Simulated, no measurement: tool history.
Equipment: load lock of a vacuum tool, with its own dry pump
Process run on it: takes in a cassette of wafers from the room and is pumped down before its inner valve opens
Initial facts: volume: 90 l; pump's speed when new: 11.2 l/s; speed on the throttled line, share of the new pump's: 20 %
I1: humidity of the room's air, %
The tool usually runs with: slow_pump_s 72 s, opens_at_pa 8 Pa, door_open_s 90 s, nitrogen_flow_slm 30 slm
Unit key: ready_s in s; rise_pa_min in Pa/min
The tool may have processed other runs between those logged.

{"run": 1, "day": 0.0, "slow_pump_s": 72, "opens_at_pa": 8, "door_open_s": 90, "nitrogen_flow_slm": 30, "I1": 45.9, "ready_s": 136.7, "rise_pa_min": 0.378}
{"run": 2, "day": 8.896, "slow_pump_s": 72, "opens_at_pa": 8, "door_open_s": 90, "nitrogen_flow_slm": 30, "I1": 47.3, "ready_s": 138.8, "rise_pa_min": 0.395}
{"run": 3, "day": 16.408, "slow_pump_s": 72, "opens_at_pa": 8, "door_open_s": 90, "nitrogen_flow_slm": 30, "I1": 42.6, "ready_s": 138.3, "rise_pa_min": 0.406}
{"run": 4, "day": 26.212, "slow_pump_s": 72, "opens_at_pa": 8, "door_open_s": 90, "nitrogen_flow_slm": 30, "I1": 44.7, "ready_s": 139.2, "rise_pa_min": 0.416}
{"run": 5, "day": 39.538, "slow_pump_s": 72, "opens_at_pa": 8, "door_open_s": 90, "nitrogen_flow_slm": 30, "I1": 46.4, "ready_s": 138.6, "rise_pa_min": 0.438}
{"run": 6, "day": 54.125, "slow_pump_s": 72, "opens_at_pa": 8, "door_open_s": 90, "nitrogen_flow_slm": 30, "I1": 46.6, "ready_s": 140.7, "rise_pa_min": 0.458}
{"run": 7, "day": 63.412, "slow_pump_s": 72, "opens_at_pa": 8, "door_open_s": 90, "nitrogen_flow_slm": 30, "I1": 44.7, "ready_s": 141.2, "rise_pa_min": 0.475}
{"run": 8, "day": 70.475, "slow_pump_s": 72, "opens_at_pa": 8, "door_open_s": 90, "nitrogen_flow_slm": 30, "I1": 43.8, "ready_s": 139.1, "rise_pa_min": 0.481}
{"run": 9, "day": 80.671, "slow_pump_s": 72, "opens_at_pa": 8, "door_open_s": 90, "nitrogen_flow_slm": 30, "I1": 44.6, "ready_s": 140.2, "rise_pa_min": 0.492}
{"run": 10, "day": 95.125, "slow_pump_s": 72, "opens_at_pa": 7, "door_open_s": 34, "nitrogen_flow_slm": 10, "I1": 48.5, "ready_s": 138.3, "rise_pa_min": 0.521}
{"run": 11, "day": 103.104, "slow_pump_s": 73, "opens_at_pa": 7, "door_open_s": 66, "nitrogen_flow_slm": 44, "I1": 48.0, "ready_s": 142.3, "rise_pa_min": 0.524}
{"run": 12, "day": 116.904, "slow_pump_s": 73, "opens_at_pa": 7, "door_open_s": 66, "nitrogen_flow_slm": 44, "I1": 45.6, "ready_s": 141.3, "rise_pa_min": 0.539}
{"run": 13, "day": 124.188, "slow_pump_s": 67, "opens_at_pa": 8, "door_open_s": 46, "nitrogen_flow_slm": 13, "I1": 49.5, "ready_s": 136.7, "rise_pa_min": 0.561}
{"run": 14, "day": 134.854, "slow_pump_s": 78, "opens_at_pa": 6, "door_open_s": 150, "nitrogen_flow_slm": 14, "I1": 44.2, "ready_s": 149.3, "rise_pa_min": 0.602}
{"run": 15, "day": 143.142, "slow_pump_s": 113, "opens_at_pa": 6, "door_open_s": 150, "nitrogen_flow_slm": 14, "I1": 44.9, "ready_s": 175.5, "rise_pa_min": 0.613}
{"run": 16, "day": 152.329, "slow_pump_s": 113, "opens_at_pa": 6, "door_open_s": 150, "nitrogen_flow_slm": 14, "I1": 44.2, "ready_s": 176.8, "rise_pa_min": 0.633}
{"run": 17, "day": 159.142, "slow_pump_s": 113, "opens_at_pa": 6, "door_open_s": 150, "nitrogen_flow_slm": 14, "I1": 44.0, "ready_s": 175.4, "rise_pa_min": 0.634}

Measured minus without-hidden-state, run by run (identical run-to-run variation in each term; gauge scatter may differ):
The hidden state here: pump's speed, % of a new pump's; leak at the door's seal, Pa l/s; drift of the gauge itself on ready_s, %; drift of the gauge itself on rise_pa_min, %.
run=1 ready_s=+3.9 rise_pa_min=+0.347
run=2 ready_s=+4.1 rise_pa_min=+0.366
run=3 ready_s=+4.3 rise_pa_min=+0.376
run=4 ready_s=+4.4 rise_pa_min=+0.386
run=5 ready_s=+4.7 rise_pa_min=+0.410
run=6 ready_s=+5.0 rise_pa_min=+0.426
run=7 ready_s=+5.2 rise_pa_min=+0.445
run=8 ready_s=+5.2 rise_pa_min=+0.456
run=9 ready_s=+5.4 rise_pa_min=+0.465
run=10 ready_s=+5.7 rise_pa_min=+0.491
run=11 ready_s=+5.9 rise_pa_min=+0.501
run=12 ready_s=+6.1 rise_pa_min=+0.517
run=13 ready_s=+6.2 rise_pa_min=+0.530
run=14 ready_s=+6.6 rise_pa_min=+0.548
run=15 ready_s=+6.0 rise_pa_min=+0.564
run=16 ready_s=+6.2 rise_pa_min=+0.579
run=17 ready_s=+6.2 rise_pa_min=+0.585
